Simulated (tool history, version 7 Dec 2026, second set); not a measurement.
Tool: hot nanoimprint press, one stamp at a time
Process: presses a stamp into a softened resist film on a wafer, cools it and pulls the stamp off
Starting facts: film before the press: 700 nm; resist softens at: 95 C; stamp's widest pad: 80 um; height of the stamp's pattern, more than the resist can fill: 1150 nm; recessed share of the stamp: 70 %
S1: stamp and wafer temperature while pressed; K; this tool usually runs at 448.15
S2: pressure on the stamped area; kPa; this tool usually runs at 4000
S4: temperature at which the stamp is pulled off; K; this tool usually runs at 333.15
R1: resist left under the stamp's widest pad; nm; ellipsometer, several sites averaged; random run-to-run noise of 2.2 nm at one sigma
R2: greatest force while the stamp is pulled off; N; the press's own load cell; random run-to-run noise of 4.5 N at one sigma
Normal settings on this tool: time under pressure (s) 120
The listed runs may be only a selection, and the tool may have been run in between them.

Run 1, hour 0.0: usual settings. Result: R1 347.5 nm, R2 224 N.
Run 2, hour 14.9: usual settings but S4 327.15 K. Result: R1 344.7 nm, R2 239 N.
Run 3, hour 22.5: usual settings but S4 327.15 K. Result: R1 345.5 nm, R2 229 N.
Run 4, hour 36.1: usual settings but time under pressure (s) 117. Result: R1 350.1 nm, R2 228 N.
Run 5, hour 49.4: usual settings. Result: R1 345.5 nm, R2 222 N.
Run 6, hour 61.9: usual settings. Result: R1 346.6 nm, R2 229 N.
Run 7, hour 71.7: usual settings. Result: R1 344.3 nm, R2 229 N.
Run 8, hour 88.5: usual settings. Result: R1 340.4 nm, R2 235 N.
Run 9, hour 103.2: usual settings. Result: R1 346.2 nm, R2 225 N.
At hour 107.4: plate thermocouple calibrated.
Run 10, hour 114.2: usual settings. Result: R1 341.9 nm, R2 232 N.
Run 11, hour 132.0: usual settings but S2 5960 kPa, S4 320.15 K. Result: R1 286.6 nm, R2 262 N.
Run 12, hour 144.9: usual settings but S2 5960 kPa, S4 320.15 K. Result: R1 289.3 nm, R2 249 N.
Run 13, hour 154.3: usual settings but time under pressure (s) 103. Result: R1 361.9 nm, R2 236 N.
Run 14, hour 171.8: usual settings but time under pressure (s) 91, S4 327.15 K. Result: R1 378.3 nm, R2 251 N.
Run 15, hour 181.5: usual settings but S2 4160 kPa, S4 340.15 K. Result: R1 335.0 nm, R2 227 N.
Run 16, hour 194.2: usual settings but S2 4160 kPa, time under pressure (s) 74, S4 327.15 K. Result: R1 395.2 nm, R2 255 N.
Run 17, hour 203.7: usual settings but S1 458.15 K, S2 5200 kPa, time under pressure (s) 212, S4 318.15 K. Result: R1 152.9 nm, R2 270 N.
At hour 209.1: plate thermocouple calibrated, once more.
Run 18, hour 219.4: usual settings but S2 6330 kPa, time under pressure (s) 140, S4 323.15 K. Result: R1 274.5 nm, R2 271 N.
Run 19, hour 235.1: usual settings but S2 6330 kPa, time under pressure (s) 163, S4 323.15 K. Result: R1 258.7 nm, R2 259 N.

4 ways to go on from here, each from the tool as it stands after run 19. What would each give?
Run A, hour 250.1: usual settings but S2 3960 kPa. Result: R1 ?, R2 ?.
Run B, hour 250.1: usual settings but S2 4050 kPa, time under pressure (s) 163, S4 323.15 K. Result: R1 ?, R2 ?.
Run C, hour 250.1: usual settings but S2 2920 kPa. Result: R1 ?, R2 ?.
Run D, hour 250.1: usual settings but S2 6330 kPa, time under pressure (s) 163, S4 321.15 K. Result: R1 ?, R2 ?.

run     R1   R2
  A  359.2  252
  B  316.5  266
  C  398.4  242
  D  257.4  274
What these runs would have given with no unlogged condition in the tool:
run     R1   R2
  A  355.8  222
  B  313.3  235
  C  395.3  213
  D  254.1  242
